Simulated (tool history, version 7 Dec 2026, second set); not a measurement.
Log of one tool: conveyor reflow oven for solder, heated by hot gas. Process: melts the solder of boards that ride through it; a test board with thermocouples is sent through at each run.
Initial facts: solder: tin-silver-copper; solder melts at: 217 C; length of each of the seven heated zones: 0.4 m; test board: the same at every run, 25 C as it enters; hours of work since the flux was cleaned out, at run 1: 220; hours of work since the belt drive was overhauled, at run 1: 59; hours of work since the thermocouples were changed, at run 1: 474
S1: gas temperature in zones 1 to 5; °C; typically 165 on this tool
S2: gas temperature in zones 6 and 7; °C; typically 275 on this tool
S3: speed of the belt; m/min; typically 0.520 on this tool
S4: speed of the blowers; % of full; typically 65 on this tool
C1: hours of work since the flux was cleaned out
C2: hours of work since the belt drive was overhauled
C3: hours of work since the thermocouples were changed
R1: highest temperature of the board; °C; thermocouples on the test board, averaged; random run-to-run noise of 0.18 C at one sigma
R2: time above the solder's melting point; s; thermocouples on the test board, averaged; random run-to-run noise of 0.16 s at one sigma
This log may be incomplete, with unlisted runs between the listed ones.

{"run": 1, "hour": 0.0, "S1": 165, "S2": 275, "S3": 0.52, "S4": 65, "C1": 220, "C2": 59, "C3": 474, "R1": 256.6, "R2": 68.8}
{"run": 2, "hour": 17.8, "S1": 154, "S2": 275, "S3": 0.52, "S4": 65, "C1": 232, "C2": 71, "C3": 487, "R1": 254.5, "R2": 63.3}
{"run": 3, "hour": 33.7, "S1": 154, "S2": 275, "S3": 0.52, "S4": 65, "C1": 243, "C2": 82, "C3": 498, "R1": 254.2, "R2": 63.1}
{"run": 4, "hour": 52.6, "S1": 154, "S2": 275, "S3": 0.52, "S4": 65, "C1": 257, "C2": 96, "C3": 511, "R1": 254.1, "R2": 62.9}
{"run": 5, "hour": 70.0, "S1": 154, "S2": 275, "S3": 0.52, "S4": 65, "C1": 269, "C2": 108, "C3": 524, "R1": 254.1, "R2": 63.3}
{"run": 6, "hour": 93.7, "S1": 154, "S2": 275, "S3": 0.52, "S4": 65, "C1": 286, "C2": 125, "C3": 540, "R1": 253.9, "R2": 62.8}
{"hour": 107.5, "done": "flux residue cleaned out of gas plates and filters"}
{"run": 7, "hour": 120.1, "S1": 154, "S2": 275, "S3": 0.52, "S4": 65, "C1": 9, "C2": 140, "C3": 555, "R1": 255.9, "R2": 64.9}
{"run": 8, "hour": 145.2, "S1": 154, "S2": 275, "S3": 0.52, "S4": 65, "C1": 26, "C2": 157, "C3": 573, "R1": 256.0, "R2": 64.8}
{"run": 9, "hour": 162.7, "S1": 154, "S2": 275, "S3": 0.52, "S4": 65, "C1": 39, "C2": 170, "C3": 585, "R1": 255.8, "R2": 64.9}
{"run": 10, "hour": 174.9, "S1": 165, "S2": 275, "S3": 0.52, "S4": 52, "C1": 47, "C2": 178, "C3": 594, "R1": 252.9, "R2": 64.9}
{"run": 11, "hour": 194.7, "S1": 165, "S2": 275, "S3": 0.52, "S4": 65, "C1": 61, "C2": 192, "C3": 608, "R1": 257.3, "R2": 70.0}
{"run": 12, "hour": 210.9, "S1": 165, "S2": 275, "S3": 0.52, "S4": 65, "C1": 73, "C2": 204, "C3": 619, "R1": 257.5, "R2": 69.7}
{"hour": 217.0, "done": "belt drive overhauled, speed set with a stopwatch"}
{"run": 13, "hour": 233.7, "S1": 178, "S2": 282, "S3": 0.52, "S4": 73, "C1": 86, "C2": 12, "C3": 633, "R1": 267.5, "R2": 82.1}
{"run": 14, "hour": 249.6, "S1": 178, "S2": 282, "S3": 0.52, "S4": 73, "C1": 97, "C2": 23, "C3": 644, "R1": 267.3, "R2": 81.9}
{"run": 15, "hour": 263.5, "S1": 178, "S2": 289, "S3": 0.52, "S4": 63, "C1": 107, "C2": 33, "C3": 654, "R1": 271.4, "R2": 83.6}
{"run": 16, "hour": 278.1, "S1": 178, "S2": 289, "S3": 0.52, "S4": 63, "C1": 117, "C2": 43, "C3": 664, "R1": 270.9, "R2": 83.3}
{"run": 17, "hour": 294.7, "S1": 178, "S2": 289, "S3": 0.48, "S4": 63, "C1": 129, "C2": 55, "C3": 676, "R1": 273.0, "R2": 92.0}
{"run": 18, "hour": 311.1, "S1": 163, "S2": 289, "S3": 0.48, "S4": 51, "C1": 141, "C2": 66, "C3": 687, "R1": 266.9, "R2": 82.0}
{"run": 19, "hour": 326.8, "S1": 171, "S2": 266, "S3": 0.52, "S4": 65, "C1": 152, "C2": 77, "C3": 698, "R1": 250.0, "R2": 65.9}
{"hour": 333.1, "done": "belt drive overhauled, speed set with a stopwatch, once more"}
{"run": 20, "hour": 355.7, "S1": 163, "S2": 290, "S3": 0.52, "S4": 65, "C1": 169, "C2": 16, "C3": 716, "R1": 269.5, "R2": 77.3}
{"run": 21, "hour": 379.8, "S1": 163, "S2": 290, "S3": 0.52, "S4": 65, "C1": 186, "C2": 33, "C3": 733, "R1": 269.5, "R2": 77.1}
{"run": 22, "hour": 397.0, "S1": 156, "S2": 266, "S3": 0.487, "S4": 51, "C1": 198, "C2": 45, "C3": 745, "R1": 244.1, "R2": 57.6}
{"run": 23, "hour": 414.8, "S1": 156, "S2": 266, "S3": 0.487, "S4": 51, "C1": 211, "C2": 58, "C3": 757, "R1": 244.8, "R2": 57.7}
{"run": 24, "hour": 426.0, "S1": 156, "S2": 266, "S3": 0.487, "S4": 51, "C1": 219, "C2": 65, "C3": 765, "R1": 244.4, "R2": 57.6}

Describe how what the log doesn't record of the tool's condition differs between the last listed run preceding each entry between runs and the first listed run following it.
After run 6, before run 7: flux residue cleaned out of gas plates and filters (hour 107.5)
  heat that the gas passes to the board, % of a clean oven's: 92.4 -> 99.2; belt's true speed, % of the reading: 100.01 -> 99.99; true gas temperature in zones 6 and 7 over the reading, C: -0.77 -> -0.79
  measured less the result without the state, R1: -2.8 -> -0.9 °C; R2: -2.8 -> -0.7 s
After run 12, before run 13: belt drive overhauled, speed set with a stopwatch (hour 217.0)
  heat that the gas passes to the board, % of a clean oven's: 97.6 -> 97.2; belt's true speed, % of the reading: 99.92 -> 99.86; true gas temperature in zones 6 and 7 over the reading, C: -0.85 -> -0.87
  measured less the result without the state, R1: -1.3 -> -1.3 °C; R2: -1.0 -> -0.6 s
After run 19, before run 20: belt drive overhauled, speed set with a stopwatch, once more (hour 333.1)
  heat that the gas passes to the board, % of a clean oven's: 95.7 -> 95.2; belt's true speed, % of the reading: 99.79 -> 99.86; true gas temperature in zones 6 and 7 over the reading, C: -0.93 -> -0.95
  measured less the result without the state, R1: -1.7 -> -2.1 °C; R2: -1.7 -> -1.3 s
